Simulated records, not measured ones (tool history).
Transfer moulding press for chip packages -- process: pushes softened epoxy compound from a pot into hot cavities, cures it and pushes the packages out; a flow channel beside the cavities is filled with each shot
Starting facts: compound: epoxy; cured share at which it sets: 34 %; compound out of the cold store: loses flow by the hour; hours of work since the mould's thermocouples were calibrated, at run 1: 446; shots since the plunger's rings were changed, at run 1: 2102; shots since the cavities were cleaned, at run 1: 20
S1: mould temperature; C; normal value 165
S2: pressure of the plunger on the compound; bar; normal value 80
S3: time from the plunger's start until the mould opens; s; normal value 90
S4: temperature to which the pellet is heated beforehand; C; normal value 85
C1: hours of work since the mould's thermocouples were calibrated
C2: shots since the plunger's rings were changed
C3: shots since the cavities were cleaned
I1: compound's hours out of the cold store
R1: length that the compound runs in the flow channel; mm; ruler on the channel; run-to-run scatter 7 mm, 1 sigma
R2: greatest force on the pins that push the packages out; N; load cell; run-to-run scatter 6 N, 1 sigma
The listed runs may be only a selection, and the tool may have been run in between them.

run     day   S1    S2   S3  S4   C1    C2   C3    I1   R1   R2
  1       0  165    80   90  85  446  2102   20  24.9  871  241
  2   0.862  165    80   90  85  461  2397  315    18  897  369
      1.933  -- cavities cleaned with cleaning compound and waxed
  3   1.933  165  96.3   90  85  478  2742    0  23.1  968  480
  4   2.625  165  96.3   90  85  490  2978  236  29.2  915  454
  5   3.608  165  96.3   90  85  507  3316  574  33.3  893  431
      3.888  -- cavities cleaned with cleaning compound and waxed
  6   4.629  165  96.3   90  85  523  3642  252  30.5  883  336
      5.904  -- cavities cleaned with cleaning compound and waxed
  7   6.017  165    80  124  85  546  4097   39  29.7  811  234
  8   7.038  168    80  124  85  564  4445  387  15.7  867  319
       7.85  -- cavities cleaned with cleaning compound and waxed
      8.304  -- cavities cleaned with cleaning compound and waxed, once more
       8.45  -- plunger's sealing rings changed
  9    8.45  168    80  124  85  584     0   15  30.4  875  202
 10   9.562  168    80  124  85  604   381  396  44.1  782  330
 11  10.146  168    80  124  85  614   580  595  22.8  890  331
     10.408  -- cavities cleaned with cleaning compound and waxed
 12  11.067  165    80   90  85  629   873  225  10.5  973  333
 13  12.221  165    80   90  80  648  1268  620  13.7  940  400
     12.388  -- cavities cleaned with cleaning compound and waxed
     12.871  -- mould's thermocouples calibrated
 14  13.654  172    80   90  80   14  1709  405  31.3  816  323
     14.467  -- cavities cleaned with cleaning compound and waxed
 15   14.55  173  75.6   90  85   28  1993   27  16.8  863  217
 16  15.546  161  88.5   90  79   45  2334  368  27.1  895  425
     16.425  -- cavities cleaned with cleaning compound and waxed
 17  16.862  165  91.4  110  81   67  2764  150  18.2  948  269
 18  17.733  159  92.7   90  92   82  3062  448  38.4  862  467

Run 19, settings as shown, results not yet in. Your forecast:
     18.367  -- cavities cleaned with cleaning compound and waxed
 19  18.658  165  79  109  76  97  3357  100  22.2   ?   ?

R1: 861 mm
R2: 257 N
Without the tool's hidden state the same run would have given R1 923 mm, R2 215 N.

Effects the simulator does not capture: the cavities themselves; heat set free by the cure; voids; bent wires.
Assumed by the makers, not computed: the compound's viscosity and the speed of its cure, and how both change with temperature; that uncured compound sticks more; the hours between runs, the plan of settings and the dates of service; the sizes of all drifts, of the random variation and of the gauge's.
